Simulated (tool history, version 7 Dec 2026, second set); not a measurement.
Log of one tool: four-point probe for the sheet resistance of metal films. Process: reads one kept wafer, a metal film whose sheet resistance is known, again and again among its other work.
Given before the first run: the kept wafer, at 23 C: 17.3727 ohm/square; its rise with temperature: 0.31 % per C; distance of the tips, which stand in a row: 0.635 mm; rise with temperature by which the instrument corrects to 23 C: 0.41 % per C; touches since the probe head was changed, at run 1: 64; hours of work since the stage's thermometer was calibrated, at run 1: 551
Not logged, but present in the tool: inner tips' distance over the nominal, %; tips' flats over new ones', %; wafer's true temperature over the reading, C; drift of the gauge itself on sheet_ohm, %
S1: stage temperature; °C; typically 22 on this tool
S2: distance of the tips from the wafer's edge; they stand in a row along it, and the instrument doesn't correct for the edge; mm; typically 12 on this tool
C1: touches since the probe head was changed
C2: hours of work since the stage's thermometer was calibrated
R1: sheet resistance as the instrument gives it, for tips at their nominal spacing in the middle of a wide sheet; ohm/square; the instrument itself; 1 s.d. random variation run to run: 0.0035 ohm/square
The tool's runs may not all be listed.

run     day  S1  S2     C1   C2         R1
  1       0  22  12     64  551  17.422735
  2   0.367  18  12    282  558  17.488111
  3   0.958  18  12    634  569  17.491466
  4    1.35  22  12    866  576   17.41526
  5     1.9  22  12   1191  587  17.423108
  6   2.267  22  12   1409  594  17.419159
  7   3.012  22  12   1852  608  17.422829
  8   3.496  22  12   2139  617  17.419383
  9   3.858  22  12   2355  623  17.418624
 10   4.217  20  12   2567  630  17.455426
 11    4.75  22  12   2883  640  17.410713
 12   5.125  22  12   3106  647  17.417842
 13   5.875  22  24   3550  661  17.396479
 14   6.571  22  24   3964  674  17.399872
 15   7.008  22  24   4223  682  17.391959
 16   7.638  22  37   4598  694  17.400605
 17   8.146  22  12   4899  704  17.419457
 18   8.796  22   6   5285  716  17.500874
 19   9.208  22   6   5529  724  17.493109
 20   9.754  22   6   5854  734  17.484294
 21  10.229  22   8   6136  743   17.44619
 22  10.879  22   8   6521  755  17.446902
 23  11.421  21   5   6843  765  17.567069
 24  11.762  34  41   7044  771  17.175276
 25  12.104  34  19   7248  778  17.180799
 26  12.617  34  19   7552  787  17.193289
 27  12.958  32  36   7754  794  17.217819
 28  13.638  32  36   8159  807  17.216958
 29  14.296  21  17   8548  819  17.425011
 30   15.05  18  24   8997  833  17.475844
 31  15.779  31   5   9429  847  17.379531
 32  16.267  22   3   9718  856  17.796887
 33  16.838  30  35  10056  866  17.249726
 34  17.571  30  35  10493  880  17.254683
 35  18.283  25   9  10915  894  17.384674
 36  18.871  30  49  11263  905  17.252996
 37  19.304  30  49  11522  913  17.247886
 38   19.95  20  23  11903  925  17.435269
 39  20.496  28   4  12229  935   17.51165
 40  21.158  28   4  12622  947  17.515055
 41  21.508  32  33  12828  954  17.218371

Forecast each of these 5 alternatives for the next run:
  A  22.1  34  34  13181  965   ?
  B  22.1  20  22  13181  965   ?
  C  22.1  20  22  13181  965   ?
  D  22.1  19   8  13181  965   ?
  E  22.1  32   9  13181  965   ?

run         R1
  A  17.181697
  B  17.433904
  C  17.430608
  D  17.503658
  E  17.258017
Take away the tool's hidden state, keep each run's random variation, and the runs would have read:
run         R1
  A  17.181823
  B  17.434036
  C   17.43074
  D  17.503791
  E  17.258145
